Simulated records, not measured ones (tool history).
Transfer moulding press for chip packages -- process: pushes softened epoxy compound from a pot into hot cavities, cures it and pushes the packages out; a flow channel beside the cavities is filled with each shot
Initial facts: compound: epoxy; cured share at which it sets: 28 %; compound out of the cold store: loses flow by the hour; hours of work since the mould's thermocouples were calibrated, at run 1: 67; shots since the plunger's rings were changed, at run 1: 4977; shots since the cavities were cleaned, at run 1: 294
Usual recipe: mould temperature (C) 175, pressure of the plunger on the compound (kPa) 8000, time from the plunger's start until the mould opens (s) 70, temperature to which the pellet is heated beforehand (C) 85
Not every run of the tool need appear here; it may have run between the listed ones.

run	hour	mould temperature (C)	pressure of the plunger on the compound (kPa)	time from the plunger's start until the mould opens (s)	temperature to which the pellet is heated beforehand (C)	hours of work since the mould's thermocouples were calibrated	shots since the plunger's rings were changed	shots since the cavities were cleaned	incoming compound's hours out of the cold store	length that the compound runs in the flow channel (mm)	greatest force on the pins that push the packages out (N)
1	0.0	175	8000	70	85	67	4977	294	32.1	830	773
# hour 11.3: plunger's sealing rings changed
2	15.5	175	8000	70	85	75	62	488	42.5	843	873
3	33.6	175	7710	70	85	86	333	759	9.1	1013	1099
# hour 46.2: cavities cleaned with cleaning compound and waxed
4	48.9	175	8000	70	80	94	539	41	17.4	968	605
5	59.6	175	9270	70	80	100	699	201	45.7	878	740
6	77.9	175	8240	70	85	111	972	474	30.3	903	927
7	87.8	175	8240	70	84	117	1119	621	13.3	1010	1092
8	106.1	168	8000	70	85	128	1393	895	42.6	826	1717
# hour 110.6: cavities cleaned with cleaning compound and waxed
9	122.3	175	8000	106	85	137	1612	174	45.5	807	496
10	131.2	175	8000	106	85	142	1746	308	44.4	804	577
11	146.9	183	7100	106	81	151	1980	542	23.3	867	672
12	164.3	171	6180	83	85	162	2239	801	13.4	862	1042
# hour 175.0: cavities cleaned with cleaning compound and waxed
13	183.1	171	6180	83	85	172	2498	120	12.2	879	629
14	195.4	168	7600	100	81	180	2682	304	39.2	804	636
15	208.1	181	6050	70	91	187	2872	494	39.7	700	725
16	217.0	180	6050	77	76	192	3004	626	19.2	800	748
17	226.5	183	6340	77	81	198	3147	769	41.1	706	739

The logged runs with the hidden state left out (each run's random variation unchanged):
The hidden state here: true mould temperature over the reading, C; pressure that reaches the compound, % of what is set; grip of the stained cavities, % over clean ones'; drift of the gauge itself on flow_mm, %; drift of the gauge itself on push_out_n, %.
run	length that the compound runs in the flow channel (mm)	greatest force on the pins that push the packages out (N)
1	896	523
2	845	506
3	1020	568
4	977	551
5	889	523
6	917	526
7	1029	581
8	844	848
9	828	351
10	826	357
11	894	355
12	893	523
13	914	502
14	838	406
15	732	407
16	838	396
17	741	367
